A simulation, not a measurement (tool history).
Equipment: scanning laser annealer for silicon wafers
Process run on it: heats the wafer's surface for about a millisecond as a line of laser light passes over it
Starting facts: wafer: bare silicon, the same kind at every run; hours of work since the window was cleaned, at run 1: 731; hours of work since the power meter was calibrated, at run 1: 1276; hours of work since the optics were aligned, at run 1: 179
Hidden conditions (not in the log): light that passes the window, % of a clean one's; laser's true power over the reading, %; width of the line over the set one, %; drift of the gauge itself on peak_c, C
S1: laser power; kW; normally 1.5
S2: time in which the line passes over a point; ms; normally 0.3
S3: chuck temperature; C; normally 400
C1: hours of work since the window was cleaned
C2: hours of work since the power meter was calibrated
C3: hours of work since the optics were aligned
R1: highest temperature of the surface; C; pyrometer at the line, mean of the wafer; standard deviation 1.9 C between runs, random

run 1 day=0 | S1=1.5 S2=0.3 S3=400 | C1=731 C2=1276 C3=179 | R1=1162
run 2 day=2.121 | S1=1.5 S2=0.249 S3=400 | C1=771 C2=1316 C3=220 | R1=1086
run 3 day=3.804 | S1=1.5 S2=0.249 S3=400 | C1=803 C2=1348 C3=252 | R1=1086
run 4 day=6.312 | S1=1.5 S2=0.249 S3=400 | C1=851 C2=1396 C3=300 | R1=1082
run 5 day=8.617 | S1=1.5 S2=0.249 S3=398 | C1=896 C2=1441 C3=344 | R1=1077
run 6 day=10.338 | S1=1.5 S2=0.249 S3=398 | C1=928 C2=1473 C3=377 | R1=1071
-- day=11.383 window over the wafer cleaned
run 7 day=12.967 | S1=1.371 S2=0.3 S3=400 | C1=30 C2=1522 C3=426 | R1=1117
run 8 day=14.596 | S1=1.521 S2=0.3 S3=400 | C1=61 C2=1553 C3=457 | R1=1199
run 9 day=16.612 | S1=1.521 S2=0.3 S3=400 | C1=100 C2=1592 C3=496 | R1=1195
run 10 day=19.15 | S1=1.367 S2=0.3 S3=400 | C1=149 C2=1641 C3=544 | R1=1108
run 11 day=22.079 | S1=1.367 S2=0.3 S3=400 | C1=205 C2=1697 C3=600 | R1=1102
run 12 day=25.117 | S1=1.367 S2=0.3 S3=400 | C1=263 C2=1755 C3=659 | R1=1100
run 13 day=27.242 | S1=1.367 S2=0.3 S3=400 | C1=304 C2=1796 C3=699 | R1=1099
run 14 day=28.65 | S1=1.367 S2=0.3 S3=400 | C1=331 C2=1822 C3=726 | R1=1096
-- day=29.15 optics aligned, line set to its width
run 15 day=30.946 | S1=1.5 S2=0.3 S3=400 | C1=370 C2=1862 C3=34 | R1=1164
run 16 day=33.779 | S1=1.5 S2=0.3 S3=400 | C1=425 C2=1917 C3=89 | R1=1158
run 17 day=36.175 | S1=1.5 S2=0.227 S3=397 | C1=471 C2=1963 C3=135 | R1=1052
run 18 day=38.054 | S1=1.31 S2=0.222 S3=397 | C1=507 C2=1998 C3=170 | R1=957
run 19 day=40.35 | S1=1.5 S2=0.265 S3=372 | C1=551 C2=2042 C3=214 | R1=1078
run 20 day=43.346 | S1=1.416 S2=0.336 S3=379 | C1=608 C2=2100 C3=272 | R1=1130
-- day=46.133 optics aligned, line set to its width, once more
run 21 day=46.592 | S1=1.547 S2=0.3 S3=425 | C1=666 C2=2158 C3=9 | R1=1203
run 22 day=48.629 | S1=1.547 S2=0.3 S3=425 | C1=705 C2=2197 C3=48 | R1=1202
run 23 day=50.742 | S1=1.547 S2=0.3 S3=425 | C1=746 C2=2237 C3=88 | R1=1198
run 24 day=52.871 | S1=1.317 S2=0.339 S3=372 | C1=786 C2=2278 C3=129 | R1=1064
run 25 day=54.638 | S1=1.56 S2=0.334 S3=400 | C1=820 C2=2312 C3=163 | R1=1219
run 26 day=56.821 | S1=1.56 S2=0.334 S3=400 | C1=862 C2=2354 C3=205 | R1=1221
run 27 day=59.208 | S1=1.56 S2=0.36 S3=407 | C1=908 C2=2400 C3=250 | R1=1253
run 28 day=60.958 | S1=1.56 S2=0.36 S3=407 | C1=941 C2=2433 C3=284 | R1=1249
-- day=61.283 window over the wafer cleaned
run 29 day=63.858 | S1=1.56 S2=0.36 S3=407 | C1=49 C2=2487 C3=338 | R1=1299
run 30 day=66.25 | S1=1.56 S2=0.36 S3=407 | C1=95 C2=2533 C3=384 | R1=1298

Predict each of these 4 candidate next runs independently; none follows another, all start after run 30:
run A day=67.65 | S1=1.532 S2=0.363 S3=400 | C1=122 C2=2560 C3=410 | R1=?
run B day=67.65 | S1=1.636 S2=0.296 S3=400 | C1=122 C2=2560 C3=410 | R1=?
run C day=67.65 | S1=1.52 S2=0.359 S3=393 | C1=122 C2=2560 C3=410 | R1=?
run D day=67.65 | S1=1.413 S2=0.215 S3=409 | C1=122 C2=2560 C3=410 | R1=?

run=A R1=1277
run=B R1=1244
run=C R1=1255
run=D R1=1019
The same runs, with their run-to-run variation unchanged, on a tool lacking any hidden condition would have given:
run=A R1=1311
run=B R1=1276
run=C R1=1289
run=D R1=1042
